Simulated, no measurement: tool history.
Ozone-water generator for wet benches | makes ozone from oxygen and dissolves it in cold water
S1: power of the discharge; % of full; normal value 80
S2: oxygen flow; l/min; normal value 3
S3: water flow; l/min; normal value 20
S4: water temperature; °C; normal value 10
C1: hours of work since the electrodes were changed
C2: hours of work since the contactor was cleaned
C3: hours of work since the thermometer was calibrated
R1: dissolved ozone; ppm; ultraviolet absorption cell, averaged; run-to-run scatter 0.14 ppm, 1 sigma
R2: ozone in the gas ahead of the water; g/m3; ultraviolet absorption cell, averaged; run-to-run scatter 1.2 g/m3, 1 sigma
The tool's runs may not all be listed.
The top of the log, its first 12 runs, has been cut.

| run | hour | S1 | S2 | S3 | S4 | C1 | C2 | C3 | R1 | R2 |
|---|---|---|---|---|---|---|---|---|---|---|
| 13 | 560.1 | 80 | 5.2 | 20 | 10 | 2710 | 2565 | 2450 | 16.5 | 153.4 |
| 14 | 596.3 | 80 | 5.2 | 20 | 10 | 2744 | 2600 | 2485 | 16.6 | 152.4 |
| 15 | 647.2 | 80 | 3 | 20 | 8 | 2793 | 2649 | 2534 | 15.4 | 201.7 |
| 16 | 691.5 | 80 | 3 | 13 | 10 | 2836 | 2692 | 2577 | 22.6 | 200.5 |
| 17 | 729.3 | 80 | 2.09 | 20 | 10 | 2872 | 2728 | 2613 | 14.1 | 241.1 |
| 18 | 759.8 | 80 | 2.42 | 18 | 10 | 2902 | 2758 | 2643 | 15.9 | 223.5 |
| 19 | 786.8 | 80 | 1.62 | 20 | 9 | 2928 | 2784 | 2669 | 13 | 271.7 |
| 20 | 824.4 | 50 | 1.66 | 17 | 15 | 2964 | 2820 | 2705 | 11.6 | 215.2 |
| 21 | 877.4 | 50 | 1.66 | 17 | 15 | 3015 | 2871 | 2756 | 11.7 | 214.2 |
|  | 887 | contactor cleaned |
| 22 | 923.1 | 63 | 2.2 | 31 | 16 | 3055 | 35 | 2796 | 7.3 | 208.8 |
| 23 | 962.4 | 48 | 2.81 | 25 | 7 | 3093 | 73 | 2834 | 9.5 | 162.3 |
|  | 1003.4 | contactor cleaned, once more |
| 24 | 1013.6 | 80 | 2.81 | 25 | 7 | 3138 | 10 | 2879 | 12.5 | 206.6 |
| 25 | 1053.6 | 80 | 3 | 28 | 6 | 3177 | 48 | 2918 | 11.4 | 200.5 |
| 26 | 1105.4 | 80 | 3 | 15 | 9 | 3227 | 98 | 2968 | 20 | 200.6 |
| 27 | 1156.2 | 80 | 3 | 20 | 8 | 3276 | 147 | 3017 | 15.7 | 198.3 |
| 28 | 1213.2 | 80 | 3 | 20 | 8 | 3331 | 202 | 3071 | 15.7 | 200.5 |
| 29 | 1245.5 | 80 | 3.48 | 23 | 9 | 3362 | 233 | 3103 | 14 | 182.4 |
| 30 | 1298.4 | 61 | 3 | 20 | 16 | 3413 | 284 | 3154 | 12.6 | 174 |
| 31 | 1342 | 61 | 3 | 20 | 16 | 3455 | 326 | 3195 | 12.4 | 173.7 |
| 32 | 1372.1 | 61 | 3.55 | 20 | 6 | 3484 | 355 | 3224 | 14.5 | 159.7 |
| 33 | 1421.6 | 61 | 3.55 | 20 | 6 | 3531 | 403 | 3272 | 14.6 | 159.4 |

What if the next run were any one of these 4? Each begins from the tool's condition after run 33:
| A | 1464.3 | 80 | 3 | 20 | 18 | 3572 | 444 | 3313 | ? | ? |
| B | 1464.3 | 61 | 3.55 | 15 | 6 | 3572 | 444 | 3313 | ? | ? |
| C | 1464.3 | 80 | 3.28 | 20 | 10 | 3572 | 444 | 3313 | ? | ? |
| D | 1464.3 | 58 | 3 | 14 | 10 | 3572 | 444 | 3313 | ? | ? |

| run | R1 | R2 |
|---|---|---|
| A | 14.3 | 197.8 |
| B | 18.6 | 159.7 |
| C | 15.6 | 189.8 |
| D | 17.5 | 170.2 |
Take away the tool's hidden state, keep each run's random variation, and the runs would have read:
| run | R1 | R2 |
|---|---|---|
| A | 15.6 | 212.3 |
| B | 20 | 170 |
| C | 17 | 203.8 |
| D | 18.8 | 180.8 |

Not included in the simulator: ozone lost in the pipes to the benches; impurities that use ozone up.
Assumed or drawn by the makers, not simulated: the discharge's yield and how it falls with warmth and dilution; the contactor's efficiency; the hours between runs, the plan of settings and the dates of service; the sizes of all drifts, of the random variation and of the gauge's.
